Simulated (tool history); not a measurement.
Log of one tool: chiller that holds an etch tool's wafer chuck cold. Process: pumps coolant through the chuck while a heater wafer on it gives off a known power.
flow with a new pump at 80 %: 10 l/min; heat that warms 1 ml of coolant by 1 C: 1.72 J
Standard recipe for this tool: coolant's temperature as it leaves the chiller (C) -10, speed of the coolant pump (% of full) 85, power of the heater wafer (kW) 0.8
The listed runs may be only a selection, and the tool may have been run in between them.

run	day	coolant's temperature as it leaves the chiller (C)	speed of the coolant pump (% of full)	power of the heater wafer (kW)	chuck's temperature once it has settled (C)	how much warmer the coolant comes back (C)
1	0	-10	85	0.8	-4.9	2.62
2	6.142	-10	85	0.8	-4.7	2.61
3	11.221	-10	85	0.8	-4.7	2.6
4	17.942	-10	85	1.192	-1.9	3.91
5	24.188	-10	85	0.8	-4.7	2.62
6	31.725	-10	85	0.8	-4.8	2.52
7	38.496	-10	85	0.8	-4.8	2.53
8	42.829	-10	85	0.8	-4.7	2.54
9	50.667	-10	85	0.8	-4.8	2.52
10	56.529	-10	85	0.8	-4.8	2.52
11	61.421	-10	85	0.8	-4.8	2.51
12	68.271	-10	85	0.8	-4.7	2.47
13	75.408	-10	85	0.8	-4.8	2.49
14	83.4	-11	85	0.8	-5.8	2.53
15	89.421	-10	85	0.8	-4.8	2.43
16	98.083	-10	85	0.8	-4.8	2.39
17	104.042	-17	77	0.588	-12.8	1.88
18	109.617	-17	77	0.588	-12.9	1.91
19	114.1	-17	77	0.588	-12.8	1.82
20	118.658	-12	77	0.413	-9.1	1.23
21	124.208	-4	64	0.8	2.5	3.42
22	129.696	-10	86	0.8	-4.8	2.62
23	137.988	-19	92	0.657	-14.9	1.99
24	146.008	-19	92	0.657	-14.9	1.95
25	151.9	0	66	0.812	6.5	3.42
26	158.596	-5	68	1.112	3.7	4.47
27	166.038	-20	77	1.112	-12.3	3.9
28	171.733	-1	85	0.8	4.4	2.55
29	176.412	-1	85	0.8	4.3	2.47
30	183.212	-1	90	0.8	4.1	2.35
31	188.654	-10	77	0.618	-5.5	2.13

Removed from this log: 3 entries logged between the listed runs. Between which two listed runs does each belong, and how does the tool's hidden state at the listed run before it compare with that at the listed run after it?
After run 1, before run 2: coolant changed, channels flushed (day 3.438)
  heat passed by the chuck's channels, % of clean ones': 99.7 -> 100; drift of the gauge itself on warmer_back_c, C: 0 -> -0.01
  difference, measured minus the result without the unlogged condition, how much warmer the coolant comes back (C): +0 -> -0.01
After run 6, before run 7: chiller's thermometer calibrated (day 32.858)
  coolant's true temperature over the reading, C: -0.01 -> 0; drift of the gauge itself on warmer_back_c, C: -0.07 -> -0.08
  difference, measured minus the result without the unlogged condition, how much warmer the coolant comes back (C): -0.07 -> -0.09
After run 20, before run 21: gauge calibrated (day 124.208)
  drift of the gauge itself on warmer_back_c, C: -0.26 -> 0
  difference, measured minus the result without the unlogged condition, how much warmer the coolant comes back (C): -0.26 -> +0

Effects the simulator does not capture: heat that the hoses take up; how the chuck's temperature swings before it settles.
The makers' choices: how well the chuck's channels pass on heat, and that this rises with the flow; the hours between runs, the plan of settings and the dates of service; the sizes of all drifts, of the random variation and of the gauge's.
